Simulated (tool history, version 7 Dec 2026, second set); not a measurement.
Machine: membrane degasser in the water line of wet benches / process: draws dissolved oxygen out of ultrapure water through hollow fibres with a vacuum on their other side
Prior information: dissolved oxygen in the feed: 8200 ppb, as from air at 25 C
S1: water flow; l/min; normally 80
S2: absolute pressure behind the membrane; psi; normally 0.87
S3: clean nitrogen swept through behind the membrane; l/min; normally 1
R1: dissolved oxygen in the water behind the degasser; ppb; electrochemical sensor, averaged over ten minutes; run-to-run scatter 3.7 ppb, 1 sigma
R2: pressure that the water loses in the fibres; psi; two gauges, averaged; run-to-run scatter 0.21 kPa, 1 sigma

| run | hour | S1 | S2 | S3 | R1 | R2 |
|---|---|---|---|---|---|---|
| 1 | 0 | 80 | 0.87 | 1 | 396.9 | 7.458 |
|  | 49.8 | vacuum gauge calibrated |
| 2 | 55.5 | 80 | 0.693 | 1 | 218.1 | 7.474 |
| 3 | 111.4 | 80 | 0.693 | 1 | 221.1 | 7.468 |
| 4 | 141.6 | 80 | 0.87 | 1 | 375.5 | 7.468 |
| 5 | 187.2 | 80 | 0.87 | 1 | 370.7 | 7.485 |
| 6 | 237.8 | 80 | 0.87 | 1 | 378.6 | 7.475 |
| 7 | 274.1 | 80 | 0.87 | 1 | 374.7 | 7.453 |
| 8 | 337.8 | 80 | 0.87 | 1 | 377.5 | 7.429 |
| 9 | 387.9 | 80 | 0.87 | 1 | 378 | 7.445 |
| 10 | 451.7 | 80 | 0.87 | 1 | 378.8 | 7.497 |
| 11 | 493.4 | 123 | 0.743 | 2.6 | 193.7 | 11.396 |
| 12 | 556 | 59 | 0.833 | 1 | 272.3 | 5.549 |
| 13 | 604.5 | 59 | 1.379 | 0.65 | 857.6 | 5.509 |

Run 14, settings as shown, results not yet in. Your forecast:
| 14 | 660.1 | 59 | 1.379 | 0.65 | ? | ? |

R1: 870.3 ppb
R2: 5.52 psi
If the tool had no hidden condition, the same run with the same run-to-run variation would have returned R1 863.7 ppb, R2 5.48 psi.
